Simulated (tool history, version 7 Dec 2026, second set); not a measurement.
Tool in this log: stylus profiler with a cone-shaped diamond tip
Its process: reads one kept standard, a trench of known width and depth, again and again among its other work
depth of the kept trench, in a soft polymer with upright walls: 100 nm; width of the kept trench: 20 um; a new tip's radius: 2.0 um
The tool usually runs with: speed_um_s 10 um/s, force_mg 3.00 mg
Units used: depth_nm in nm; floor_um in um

{"run": 1, "day": 0.0, "speed_um_s": 10, "force_mg": 3.0, "depth_nm": 101.08, "floor_um": 18.65}
{"run": 2, "day": 0.725, "speed_um_s": 10, "force_mg": 2.66, "depth_nm": 100.95, "floor_um": 18.67}
{"run": 3, "day": 2.079, "speed_um_s": 10, "force_mg": 2.66, "depth_nm": 100.94, "floor_um": 18.66}
{"run": 4, "day": 3.108, "speed_um_s": 10, "force_mg": 2.66, "depth_nm": 100.92, "floor_um": 18.57}
{"run": 5, "day": 4.4, "speed_um_s": 10, "force_mg": 2.66, "depth_nm": 100.99, "floor_um": 18.6}
{"run": 6, "day": 5.612, "speed_um_s": 10, "force_mg": 3.48, "depth_nm": 101.16, "floor_um": 18.61}
{"run": 7, "day": 7.221, "speed_um_s": 10, "force_mg": 3.48, "depth_nm": 101.12, "floor_um": 18.63}
{"run": 8, "day": 8.496, "speed_um_s": 10, "force_mg": 2.9, "depth_nm": 100.98, "floor_um": 18.55}
{"run": 9, "day": 9.846, "speed_um_s": 10, "force_mg": 2.9, "depth_nm": 100.95, "floor_um": 18.57}
{"run": 10, "day": 10.767, "speed_um_s": 10, "force_mg": 2.9, "depth_nm": 100.96, "floor_um": 18.57}
{"run": 11, "day": 11.554, "speed_um_s": 10, "force_mg": 3.0, "depth_nm": 100.97, "floor_um": 18.62}
{"run": 12, "day": 12.862, "speed_um_s": 10, "force_mg": 3.0, "depth_nm": 101.01, "floor_um": 18.59}
{"run": 13, "day": 13.746, "speed_um_s": 10, "force_mg": 3.0, "depth_nm": 100.97, "floor_um": 18.55}
{"run": 14, "day": 15.262, "speed_um_s": 10, "force_mg": 3.0, "depth_nm": 101.0, "floor_um": 18.57}
{"run": 15, "day": 16.762, "speed_um_s": 10, "force_mg": 3.0, "depth_nm": 100.99, "floor_um": 18.52}
{"run": 16, "day": 18.162, "speed_um_s": 12, "force_mg": 4.3, "depth_nm": 101.22, "floor_um": 18.54}
{"run": 17, "day": 19.492, "speed_um_s": 28, "force_mg": 4.3, "depth_nm": 101.24, "floor_um": 18.49}
{"run": 18, "day": 20.746, "speed_um_s": 5, "force_mg": 2.67, "depth_nm": 100.9, "floor_um": 18.48}
{"run": 19, "day": 21.825, "speed_um_s": 2, "force_mg": 1.68, "depth_nm": 100.61, "floor_um": 18.51}
{"run": 20, "day": 22.938, "speed_um_s": 6, "force_mg": 1.64, "depth_nm": 100.65, "floor_um": 18.57}
{"day": 23.033, "done": "height scale calibrated on a step standard"}
{"run": 21, "day": 24.204, "speed_um_s": 6, "force_mg": 1.64, "depth_nm": 100.56, "floor_um": 18.48}
{"run": 22, "day": 25.079, "speed_um_s": 9, "force_mg": 2.0, "depth_nm": 100.61, "floor_um": 18.48}
{"run": 23, "day": 26.171, "speed_um_s": 20, "force_mg": 4.73, "depth_nm": 101.23, "floor_um": 18.51}
{"run": 24, "day": 27.658, "speed_um_s": 20, "force_mg": 4.73, "depth_nm": 101.24, "floor_um": 18.49}
{"run": 25, "day": 29.158, "speed_um_s": 5, "force_mg": 4.77, "depth_nm": 101.3, "floor_um": 18.45}
{"day": 29.788, "done": "height scale calibrated on a step standard, once more"}
{"run": 26, "day": 30.783, "speed_um_s": 21, "force_mg": 7.49, "depth_nm": 101.86, "floor_um": 18.47}
{"run": 27, "day": 32.3, "speed_um_s": 21, "force_mg": 7.49, "depth_nm": 101.84, "floor_um": 18.48}
{"run": 28, "day": 33.467, "speed_um_s": 5, "force_mg": 3.0, "depth_nm": 100.96, "floor_um": 18.45}
{"run": 29, "day": 34.529, "speed_um_s": 2, "force_mg": 4.69, "depth_nm": 101.31, "floor_um": 18.45}
{"run": 30, "day": 35.796, "speed_um_s": 2, "force_mg": 4.69, "depth_nm": 101.33, "floor_um": 18.51}

Each row is a separate what-if for the run after 30, all from the same tool condition, not one after another. Results?
{"run": "A", "day": 36.629, "speed_um_s": 5, "force_mg": 2.04, "depth_nm": "?", "floor_um": "?"}
{"run": "B", "day": 36.629, "speed_um_s": 6, "force_mg": 6.89, "depth_nm": "?", "floor_um": "?"}
{"run": "C", "day": 36.629, "speed_um_s": 25, "force_mg": 5.82, "depth_nm": "?", "floor_um": "?"}
{"run": "D", "day": 36.629, "speed_um_s": 19, "force_mg": 1.6, "depth_nm": "?", "floor_um": "?"}

run=A depth_nm=100.72 floor_um=18.41
run=B depth_nm=101.73 floor_um=18.34
run=C depth_nm=101.52 floor_um=18.46
run=D depth_nm=100.60 floor_um=18.43
Take away the tool's hidden state, keep each run's random variation, and the runs would have read:
run=A depth_nm=100.81 floor_um=18.70
run=B depth_nm=101.82 floor_um=18.63
run=C depth_nm=101.61 floor_um=18.74
run=D depth_nm=100.69 floor_um=18.71
